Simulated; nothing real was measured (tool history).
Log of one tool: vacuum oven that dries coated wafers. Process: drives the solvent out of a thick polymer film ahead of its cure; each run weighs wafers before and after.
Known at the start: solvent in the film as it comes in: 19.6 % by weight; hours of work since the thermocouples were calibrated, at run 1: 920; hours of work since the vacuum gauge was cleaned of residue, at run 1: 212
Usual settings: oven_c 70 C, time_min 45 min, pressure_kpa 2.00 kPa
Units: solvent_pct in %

run    hour  oven_c  time_min  pressure_kpa  hours of work since the thermocouples were calibrated  hours of work since the vacuum gauge was cleaned of residue  solvent_pct
  1     0.0      70        45          2.00                                                    920                                                          212         2.05
  2    44.8      79        45          2.00                                                    939                                                          231         0.95
  3    84.2      79        45          2.00                                                    956                                                          248         0.97
  4   166.6      79        45          2.00                                                    991                                                          284         0.93
      245.8  -- oven's thermocouples calibrated
  5   246.9      70        51          2.00                                                      0                                                          317         1.81
  6   341.3      63        45          2.00                                                     41                                                          358         3.72
  7   425.3      70        45          2.00                                                     77                                                          394         2.18
  8   496.7      70        45          2.00                                                    108                                                          424         2.15
  9   578.8      70        45          1.84                                                    143                                                          460         2.11
 10   636.7      70        45          1.84                                                    168                                                          484         2.05
 11   675.4      70        70          2.00                                                    184                                                          501         1.24
 12   745.7      70        45          2.00                                                    214                                                          531         2.13
 13   787.4      70        75          2.00                                                    232                                                          549         1.14
 14   872.3      70        75          2.00                                                    269                                                          585         1.16
 15   942.5      70        45          2.00                                                    299                                                          615         2.14
 16   999.2      70        45          2.00                                                    323                                                          640         2.15
 17  1044.8      70        45          2.00                                                    343                                                          659         2.13
 18  1126.8      70        45          2.00                                                    378                                                          695         2.16
 19  1189.3      70        45          2.00                                                    405                                                          721         2.07
 20  1250.1      70        45          2.00                                                    431                                                          747         2.17
 21  1324.9      66        45          2.00                                                    463                                                          779         2.89
 22  1370.6      66        45          2.00                                                    482                                                          799         2.89
 23  1461.4      70        45          3.75                                                    521                                                          838         2.85

Run 24 comes next. What will it give?
 24  1553.4      70        36          1.33                                                    561                                                          877            ?

{"run 24": {"solvent_pct": 2.7}}
Without the tool's hidden state the same run would have given solvent_pct 2.57 %.
